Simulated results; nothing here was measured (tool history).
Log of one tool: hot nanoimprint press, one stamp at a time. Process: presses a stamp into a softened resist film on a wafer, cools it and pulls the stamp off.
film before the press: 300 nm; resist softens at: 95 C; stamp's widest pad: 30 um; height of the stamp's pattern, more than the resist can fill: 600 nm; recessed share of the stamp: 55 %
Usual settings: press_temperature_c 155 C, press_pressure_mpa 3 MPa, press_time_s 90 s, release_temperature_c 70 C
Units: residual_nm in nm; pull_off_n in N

run 1 hour=0 | press_temperature_c=155 press_pressure_mpa=3 press_time_s=90 release_temperature_c=70 | residual_nm=155.7 pull_off_n=160
run 2 hour=8.2 | press_temperature_c=155 press_pressure_mpa=3 press_time_s=90 release_temperature_c=70 | residual_nm=155.2 pull_off_n=167
-- hour=16.1 stamp cleaned and given a new release coat
run 3 hour=24.9 | press_temperature_c=155 press_pressure_mpa=3 press_time_s=90 release_temperature_c=70 | residual_nm=154.9 pull_off_n=126
run 4 hour=34.7 | press_temperature_c=155 press_pressure_mpa=3 press_time_s=90 release_temperature_c=70 | residual_nm=154.5 pull_off_n=126
run 5 hour=48.8 | press_temperature_c=148 press_pressure_mpa=3 press_time_s=90 release_temperature_c=70 | residual_nm=195.3 pull_off_n=132
run 6 hour=55.2 | press_temperature_c=148 press_pressure_mpa=3 press_time_s=90 release_temperature_c=70 | residual_nm=198.9 pull_off_n=133
run 7 hour=62.2 | press_temperature_c=148 press_pressure_mpa=3 press_time_s=90 release_temperature_c=70 | residual_nm=197.3 pull_off_n=134
run 8 hour=73.7 | press_temperature_c=148 press_pressure_mpa=3 press_time_s=90 release_temperature_c=70 | residual_nm=196.4 pull_off_n=139
run 9 hour=84.5 | press_temperature_c=155 press_pressure_mpa=3 press_time_s=90 release_temperature_c=70 | residual_nm=155 pull_off_n=144
run 10 hour=99.3 | press_temperature_c=155 press_pressure_mpa=3 press_time_s=90 release_temperature_c=70 | residual_nm=155.9 pull_off_n=145
run 11 hour=109.9 | press_temperature_c=166 press_pressure_mpa=2.53 press_time_s=90 release_temperature_c=70 | residual_nm=119 pull_off_n=146
run 12 hour=118.6 | press_temperature_c=162 press_pressure_mpa=2.02 press_time_s=90 release_temperature_c=70 | residual_nm=152.8 pull_off_n=151
run 13 hour=129.2 | press_temperature_c=165 press_pressure_mpa=3 press_time_s=73 release_temperature_c=70 | residual_nm=119.8 pull_off_n=159
run 14 hour=135.5 | press_temperature_c=149 press_pressure_mpa=2.53 press_time_s=115 release_temperature_c=71 | residual_nm=193.1 pull_off_n=153
run 15 hour=142.3 | press_temperature_c=149 press_pressure_mpa=3.26 press_time_s=115 release_temperature_c=60 | residual_nm=173.1 pull_off_n=191
run 16 hour=157.4 | press_temperature_c=159 press_pressure_mpa=2.24 press_time_s=79 release_temperature_c=65 | residual_nm=165.1 pull_off_n=181
run 17 hour=164.9 | press_temperature_c=159 press_pressure_mpa=2.24 press_time_s=79 release_temperature_c=59 | residual_nm=166 pull_off_n=202
-- hour=173.5 stamp cleaned and given a new release coat
run 18 hour=178.6 | press_temperature_c=155 press_pressure_mpa=3.45 press_time_s=90 release_temperature_c=77 | residual_nm=144.3 pull_off_n=104
run 19 hour=187.1 | press_temperature_c=144 press_pressure_mpa=3.45 press_time_s=46 release_temperature_c=77 | residual_nm=241.2 pull_off_n=103
run 20 hour=198.2 | press_temperature_c=151 press_pressure_mpa=3 press_time_s=90 release_temperature_c=65 | residual_nm=179.2 pull_off_n=148

4 ways to go on from here, each from the tool as it stands after run 20. What would each give?
run A hour=206.6 | press_temperature_c=155 press_pressure_mpa=3.87 press_time_s=168 release_temperature_c=70 | residual_nm=? pull_off_n=?
run B hour=206.6 | press_temperature_c=167 press_pressure_mpa=2.04 press_time_s=108 release_temperature_c=65 | residual_nm=? pull_off_n=?
run C hour=206.6 | press_temperature_c=152 press_pressure_mpa=3 press_time_s=53 release_temperature_c=61 | residual_nm=? pull_off_n=?
run D hour=206.6 | press_temperature_c=157 press_pressure_mpa=3 press_time_s=90 release_temperature_c=64 | residual_nm=? pull_off_n=?

run=A residual_nm=111.5 pull_off_n=140
run=B residual_nm=125.1 pull_off_n=153
run=C residual_nm=198.9 pull_off_n=163
run=D residual_nm=145.7 pull_off_n=157
Without the tool's hidden state the same runs would have given:
run=A residual_nm=108.2 pull_off_n=131
run=B residual_nm=122.9 pull_off_n=143
run=C residual_nm=195.2 pull_off_n=153
run=D residual_nm=142.4 pull_off_n=148
